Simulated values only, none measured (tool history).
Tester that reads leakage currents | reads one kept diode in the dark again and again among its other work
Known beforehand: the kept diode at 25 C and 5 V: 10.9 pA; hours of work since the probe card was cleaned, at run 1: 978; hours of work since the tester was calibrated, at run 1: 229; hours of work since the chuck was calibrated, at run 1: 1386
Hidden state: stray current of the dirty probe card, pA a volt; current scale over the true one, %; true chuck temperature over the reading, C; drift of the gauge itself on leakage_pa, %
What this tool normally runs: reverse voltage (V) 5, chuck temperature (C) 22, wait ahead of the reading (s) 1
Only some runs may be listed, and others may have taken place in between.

run,hour,reverse voltage (V),chuck temperature (C),wait ahead of the reading (s),hours of work since the probe card was cleaned,hours of work since the tester was calibrated,hours of work since the chuck was calibrated,current that the tester gives (pA)
1,0,5,22,1,978,229,1386,19.65
2,85.3,5,22,1,1033,284,1441,20.31
# hour 97.4: probe card cleaned and baked
3,131.9,5,22,1,22,312,1469,11.54
4,188.8,5,22,1,59,349,1506,11.9
5,265.1,5,22,1,108,398,1555,12.35
6,315.6,5.32,22,1,141,431,1588,13.23
7,367.4,5,22,1,174,464,1621,12.98
8,414.4,5,22,7.52,205,494,1652,12.07
9,507.3,5,22,7.52,265,554,1712,12.76
10,563,5,22,7.52,301,590,1748,13.22
11,629.6,5,22,7.52,344,633,1791,13.7
12,674.7,5,22,7.52,373,662,1820,13.85
13,755.3,5,22,7.52,425,714,1872,14.39
# hour 789.4: chuck's temperature calibrated
14,851.3,5,22,1,485,775,40,14.43
15,895,6.01,22,0.34,514,803,68,19.53
16,958.2,6.01,22,0.34,554,844,109,20.04
17,1014.9,7.76,33,0.34,591,881,146,38.48
18,1078.5,5,28,1.49,632,922,187,20.86
19,1145.9,3.55,28,1.49,676,965,230,17.72
20,1192.2,13.09,45,0.63,705,995,260,91.78
21,1257.6,10.44,34,1.06,748,1037,302,45.85
22,1348.5,5,21,2.08,806,1096,361,16.07
23,1439.3,5,35,1,865,1155,420,34.17
24,1531.1,12.77,35,9.17,924,1214,479,55.55
25,1603.9,5,24,1,971,1261,526,20.77
26,1653.9,1.07,35,4.07,1004,1293,558,17.11
# hour 1713.8: probe card cleaned and baked
27,1750.4,1.07,20,0.55,24,1354,618,5.28

Each row is a separate what-if for the run after 27, all from the same tool condition, not one after another. Results?
A,1843.9,8.59,38,1,84,1414,679,?
B,1843.9,4.83,25,0.36,84,1414,679,?
C,1843.9,5,23,0.31,84,1414,679,?

run,current that the tester gives (pA)
A,41.58
B,15.95
C,15.1
Without the tool's unlogged condition, the same runs would have read:
run,current that the tester gives (pA)
A,37.83
B,14.39
C,13.61

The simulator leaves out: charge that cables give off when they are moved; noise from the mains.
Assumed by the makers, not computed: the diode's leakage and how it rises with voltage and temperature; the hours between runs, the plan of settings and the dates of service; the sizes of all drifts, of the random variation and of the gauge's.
